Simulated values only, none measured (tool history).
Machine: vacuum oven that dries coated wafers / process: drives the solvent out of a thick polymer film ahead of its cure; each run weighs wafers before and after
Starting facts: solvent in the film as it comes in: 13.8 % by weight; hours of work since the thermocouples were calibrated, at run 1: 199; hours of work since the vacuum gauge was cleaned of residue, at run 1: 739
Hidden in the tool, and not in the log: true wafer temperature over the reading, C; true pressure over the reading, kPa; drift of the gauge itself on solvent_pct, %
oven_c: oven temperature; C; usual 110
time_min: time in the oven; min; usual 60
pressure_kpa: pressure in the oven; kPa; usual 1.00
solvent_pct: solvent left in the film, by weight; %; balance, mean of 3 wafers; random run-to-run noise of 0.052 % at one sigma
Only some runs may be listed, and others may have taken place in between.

run   hour  oven_c  time_min  pressure_kpa  hours of work since the thermocouples were calibrated  hours of work since the vacuum gauge was cleaned of residue  solvent_pct
  1    0.0     110        60          1.00                                                    199                                                          739         1.51
  2   61.6     110        60          1.00                                                    236                                                          775         1.52
  3  122.0     110        60          1.00                                                    271                                                          811         1.64
  4  188.6     110        60          1.00                                                    311                                                          850         1.61
  5  262.4     110        60          1.00                                                    354                                                          894         1.61
  6  294.8     110        60          1.00                                                    374                                                          913         1.56
  7  338.0     115        60          1.00                                                    399                                                          939         1.02
  8  389.6     115        60          1.00                                                    430                                                          969         1.07
  9  442.6     122        81          0.93                                                    461                                                         1001         0.59
 10  514.9     122        99          0.93                                                    504                                                         1043         0.37
 11  559.6     113        53          1.00                                                    530                                                         1070         1.48
 12  605.5     113        58          0.84                                                    557                                                         1097         1.31
 13  672.1     103        94          1.00                                                    597                                                         1136         1.81
 14  720.2      95        54          1.00                                                    625                                                         1165         5.47
 15  760.8     100        60          1.00                                                    649                                                         1189         3.78
 16  813.8     100        37          0.89                                                    680                                                         1220         5.59

Branching from run 16: 3 alternative next runs. What would each branch give?
  A  886.2     100        37          0.89                                                    723                                                         1263            ?
  B  886.2      99        60          1.47                                                    723                                                         1263            ?
  C  886.2     109        59          1.03                                                    723                                                         1263            ?

run  solvent_pct
  A         5.56
  B         4.46
  C         2.12
With no hidden state in the tool, these same runs would have given:
run  solvent_pct
  A         5.06
  B         3.91
  C         1.72
